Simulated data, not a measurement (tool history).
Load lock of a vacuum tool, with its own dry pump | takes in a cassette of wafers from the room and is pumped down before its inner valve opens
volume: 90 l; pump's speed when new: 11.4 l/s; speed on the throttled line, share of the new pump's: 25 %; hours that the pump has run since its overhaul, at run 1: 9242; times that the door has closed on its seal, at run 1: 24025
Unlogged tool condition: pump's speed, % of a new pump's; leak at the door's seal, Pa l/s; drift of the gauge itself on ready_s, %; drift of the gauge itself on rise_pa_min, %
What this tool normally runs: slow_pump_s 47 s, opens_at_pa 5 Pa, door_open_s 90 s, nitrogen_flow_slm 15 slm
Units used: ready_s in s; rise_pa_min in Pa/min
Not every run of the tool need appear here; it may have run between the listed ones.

run    hour  slow_pump_s  opens_at_pa  door_open_s  nitrogen_flow_slm  hours that the pump has run since its overhaul  times that the door has closed on its seal  incoming humidity of the room's air, %  ready_s  rise_pa_min
  1     0.0           47            5           90                 15                                            9242                                       24025                                    45.7    136.8        0.183
  2   129.5           47            5           90                 15                                            9372                                       24359                                    40.9    136.9        0.179
  3   375.8           47            5           90                 15                                            9618                                       24995                                    48.8    136.3        0.186
  4   535.7           47            5           90                 15                                            9778                                       25408                                    44.6    138.2        0.184
      683.9  -- dry pump taken out, an overhauled one fitted
  5   703.5           47            5           92                 15                                              20                                       25826                                    47.9    114.3        0.196
  6   922.0           90            5           92                 15                                             238                                       26390                                    44.1    146.3        0.194
  7  1065.2           90            5           92                 15                                             381                                       26759                                    45.5    145.9        0.198
  8  1279.6           90            5           92                 15                                             596                                       27313                                    42.1    147.0        0.197
  9  1524.4           47            6           90                 13                                             841                                       27945                                    41.6    112.9        0.205
 10  1730.2           47            6           90                 13                                            1046                                       28476                                    45.9    114.0        0.212
 11  1958.5           69            4          227                 14                                            1275                                       29065                                    46.6    133.4        0.243
 12  2101.7           49            4          227                 14                                            1418                                       29435                                    43.8    120.5        0.241
 13  2210.9           49            6          227                 14                                            1527                                       29717                                    46.9    116.6        0.242
 14  2462.8           30            5          227                 27                                            1779                                       30367                                    42.7    104.7        0.230
 15  2594.7           28            5          227                  5                                            1911                                       30708                                    44.6    104.5        0.270
 16  2802.8           45            6           29                 37                                            2119                                       31245                                    48.5    114.3        0.217

For each entry between runs, how does the tool's hidden state at the last listed run before it compare with that at the first listed run after it?
From run 4 to run 5: dry pump taken out, an overhauled one fitted (hour 683.9)
  pump's speed, % of a new pump's: 74.7 -> 100.5; leak at the door's seal, Pa l/s: 0.2163 -> 0.221
  the result without the hidden state subtracted from the measured one, ready_s: +23.3 -> -0.3 s; rise_pa_min: +0.144 -> +0.145 Pa/min

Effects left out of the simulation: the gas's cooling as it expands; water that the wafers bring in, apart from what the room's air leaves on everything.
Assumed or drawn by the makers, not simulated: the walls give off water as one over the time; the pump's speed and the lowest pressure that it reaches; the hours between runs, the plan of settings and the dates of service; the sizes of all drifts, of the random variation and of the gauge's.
